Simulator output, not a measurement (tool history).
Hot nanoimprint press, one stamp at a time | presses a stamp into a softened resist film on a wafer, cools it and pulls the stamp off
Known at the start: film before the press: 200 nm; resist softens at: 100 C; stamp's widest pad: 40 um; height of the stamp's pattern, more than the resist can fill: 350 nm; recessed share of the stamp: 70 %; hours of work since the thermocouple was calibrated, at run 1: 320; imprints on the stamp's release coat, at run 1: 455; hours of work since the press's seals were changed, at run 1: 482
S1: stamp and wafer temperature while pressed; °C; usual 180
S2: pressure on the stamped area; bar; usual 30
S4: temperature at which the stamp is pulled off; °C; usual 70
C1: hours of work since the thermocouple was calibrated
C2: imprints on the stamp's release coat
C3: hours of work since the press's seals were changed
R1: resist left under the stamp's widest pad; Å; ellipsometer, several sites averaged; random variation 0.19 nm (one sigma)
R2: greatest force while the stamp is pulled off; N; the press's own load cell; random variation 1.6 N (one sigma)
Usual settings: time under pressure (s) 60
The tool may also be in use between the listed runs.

{"run": 1, "hour": 0.0, "S1": 180, "S2": 30, "time under pressure (s)": 60, "S4": 70, "C1": 320, "C2": 455, "C3": 482, "R1": 1094, "R2": 212}
{"hour": 42.1, "done": "stamp cleaned and given a new release coat"}
{"run": 2, "hour": 57.6, "S1": 173, "S2": 30, "time under pressure (s)": 60, "S4": 70, "C1": 360, "C2": 81, "C3": 521, "R1": 1339, "R2": 212}
{"run": 3, "hour": 101.0, "S1": 173, "S2": 30, "time under pressure (s)": 60, "S4": 70, "C1": 393, "C2": 309, "C3": 554, "R1": 1339, "R2": 210}
{"run": 4, "hour": 143.7, "S1": 173, "S2": 30, "time under pressure (s)": 60, "S4": 70, "C1": 426, "C2": 534, "C3": 587, "R1": 1340, "R2": 210}
{"hour": 170.4, "done": "stamp cleaned and given a new release coat"}
{"run": 5, "hour": 182.3, "S1": 183, "S2": 30, "time under pressure (s)": 60, "S4": 70, "C1": 451, "C2": 63, "C3": 612, "R1": 1004, "R2": 211}
{"hour": 189.0, "done": "plate thermocouple calibrated"}
{"run": 6, "hour": 211.8, "S1": 183, "S2": 30, "time under pressure (s)": 60, "S4": 70, "C1": 17, "C2": 202, "C3": 632, "R1": 1008, "R2": 209}
{"run": 7, "hour": 262.2, "S1": 183, "S2": 30, "time under pressure (s)": 60, "S4": 70, "C1": 56, "C2": 467, "C3": 671, "R1": 1003, "R2": 212}
{"hour": 300.9, "done": "stamp cleaned and given a new release coat"}
{"run": 8, "hour": 321.9, "S1": 183, "S2": 30, "time under pressure (s)": 60, "S4": 70, "C1": 97, "C2": 110, "C3": 712, "R1": 1007, "R2": 209}
{"run": 9, "hour": 362.2, "S1": 183, "S2": 30, "time under pressure (s)": 60, "S4": 70, "C1": 128, "C2": 322, "C3": 743, "R1": 1007, "R2": 208}
{"run": 10, "hour": 408.9, "S1": 183, "S2": 20.8, "time under pressure (s)": 60, "S4": 64, "C1": 164, "C2": 567, "C3": 779, "R1": 1215, "R2": 249}
{"hour": 431.5, "done": "stamp cleaned and given a new release coat"}
{"run": 11, "hour": 454.5, "S1": 180, "S2": 42.8, "time under pressure (s)": 78, "S4": 70, "C1": 194, "C2": 121, "C3": 809, "R1": 832, "R2": 212}
{"run": 12, "hour": 493.7, "S1": 180, "S2": 42.8, "time under pressure (s)": 78, "S4": 70, "C1": 224, "C2": 327, "C3": 839, "R1": 835, "R2": 211}
{"run": 13, "hour": 534.9, "S1": 180, "S2": 30, "time under pressure (s)": 60, "S4": 76, "C1": 256, "C2": 544, "C3": 871, "R1": 1105, "R2": 173}
{"hour": 562.4, "done": "stamp cleaned and given a new release coat"}
{"run": 14, "hour": 568.9, "S1": 171, "S2": 21.9, "time under pressure (s)": 63, "S4": 65, "C1": 277, "C2": 35, "C3": 892, "R1": 1577, "R2": 241}
{"run": 15, "hour": 606.6, "S1": 176, "S2": 30, "time under pressure (s)": 60, "S4": 73, "C1": 306, "C2": 232, "C3": 921, "R1": 1242, "R2": 193}
{"run": 16, "hour": 635.0, "S1": 180, "S2": 30, "time under pressure (s)": 91, "S4": 70, "C1": 328, "C2": 382, "C3": 943, "R1": 977, "R2": 210}
{"run": 17, "hour": 682.2, "S1": 188, "S2": 30, "time under pressure (s)": 82, "S4": 61, "C1": 364, "C2": 629, "C3": 979, "R1": 788, "R2": 264}

3 ways to go on from here, each from the tool as it stands after run 17. What would each give?
{"hour": 691.3, "done": "stamp cleaned and given a new release coat"}
{"run": "A", "hour": 724.7, "S1": 187, "S2": 30, "time under pressure (s)": 99, "S4": 73, "C1": 392, "C2": 175, "C3": 1007, "R1": "?", "R2": "?"}
{"hour": 691.3, "done": "stamp cleaned and given a new release coat"}
{"run": "B", "hour": 724.7, "S1": 180, "S2": 39.2, "time under pressure (s)": 60, "S4": 62, "C1": 392, "C2": 175, "C3": 1007, "R1": "?", "R2": "?"}
{"hour": 691.3, "done": "stamp cleaned and given a new release coat"}
{"run": "C", "hour": 724.7, "S1": 189, "S2": 30, "time under pressure (s)": 82, "S4": 61, "C1": 392, "C2": 175, "C3": 1007, "R1": "?", "R2": "?"}

run=A R1=762 R2=192
run=B R1=959 R2=257
run=C R1=763 R2=265
Without the tool's hidden state the same runs would have given:
run=A R1=753 R2=193
run=B R1=947 R2=257
run=C R1=753 R2=265
